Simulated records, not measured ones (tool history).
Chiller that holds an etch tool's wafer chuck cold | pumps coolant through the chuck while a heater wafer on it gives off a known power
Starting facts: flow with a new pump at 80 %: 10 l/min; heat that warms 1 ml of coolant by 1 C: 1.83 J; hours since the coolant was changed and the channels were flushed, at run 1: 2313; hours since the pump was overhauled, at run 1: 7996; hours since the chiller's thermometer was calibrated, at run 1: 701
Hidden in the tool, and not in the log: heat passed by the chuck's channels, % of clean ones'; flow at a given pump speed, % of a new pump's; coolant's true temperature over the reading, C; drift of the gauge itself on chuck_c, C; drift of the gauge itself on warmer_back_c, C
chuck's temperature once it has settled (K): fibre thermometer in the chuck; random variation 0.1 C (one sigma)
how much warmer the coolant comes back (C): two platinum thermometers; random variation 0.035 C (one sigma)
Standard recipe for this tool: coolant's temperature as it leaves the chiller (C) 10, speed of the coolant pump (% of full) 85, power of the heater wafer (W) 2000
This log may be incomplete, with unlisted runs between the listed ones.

run	hour	coolant's temperature as it leaves the chiller (C)	speed of the coolant pump (% of full)	power of the heater wafer (W)	hours since the coolant was changed and the channels were flushed	hours since the pump was overhauled	hours since the chiller's thermometer was calibrated	chuck's temperature once it has settled (K)	how much warmer the coolant comes back (C)
1	0.0	10	85	2000	2313	7996	701	308.15	7.06
2	152.9	10	85	2000	2465	8149	854	308.25	7.18
3	331.2	9	85	2000	2644	8327	1032	307.55	7.18
4	417.6	9	85	2000	2730	8414	1119	307.25	7.25
5	584.0	9	85	2000	2896	8580	1285	307.65	7.23
6	719.8	10	61	2000	3032	8716	1421	317.05	10.05
7	901.6	10	61	2000	3214	8898	1603	317.35	10.14
8	994.3	10	84	2000	3307	8991	1695	308.95	7.33
9	1138.4	10	84	2000	3451	9135	1840	309.05	7.44
10	1265.6	10	84	2000	3578	9262	1967	309.35	7.41
11	1434.8	10	84	2000	3747	9431	2136	309.35	7.39
12	1518.7	5	84	2070	3831	9515	2220	305.35	7.68
13	1711.8	17	61	1301	4024	9708	2413	313.05	6.75
14	1809.4	10	88	1890	4122	9806	2511	307.35	6.75
# hour 1827.4: coolant pump overhauled
15	1916.9	10	88	1890	4224	90	2613	309.45	7.47
16	2065.5	19	68	1402	4373	238	2762	316.45	7.14
# hour 2107.8: chiller's thermometer calibrated
17	2253.2	19	68	1402	4560	425	145	316.75	7.17
18	2421.7	17	73	2590	4728	593	314	333.15	12.43
19	2539.6	10	67	2000	4846	711	432	319.15	10.49
# hour 2662.3: coolant pump overhauled, once more
20	2737.3	19	85	2054	5039	75	624	315.45	6.29
21	2893.2	14	80	2314	5195	231	780	315.05	7.59
22	3095.2	8	78	1088	5397	433	982	294.55	3.72

Branching from run 22: 5 alternative next runs. What would each branch give?
A	3287.3	0	64	1129	5589	625	1175	?	?
B	3287.3	17	90	1088	5589	625	1175	?	?
C	3287.3	8	82	1088	5589	625	1175	?	?
D	3287.3	8	78	1420	5589	625	1175	?	?
E	3287.3	19	96	1162	5589	625	1175	?	?

run	chuck's temperature once it has settled (K)	how much warmer the coolant comes back (C)
A	289.65	4.64
B	302.05	3.20
C	294.05	3.48
D	298.75	4.85
E	304.15	3.22
With the hidden condition removed and each run's random variation left untouched, the same runs would have given:
run	chuck's temperature once it has settled (K)	how much warmer the coolant comes back (C)
A	288.45	4.61
B	301.15	3.18
C	293.15	3.46
D	297.35	4.83
E	303.25	3.20
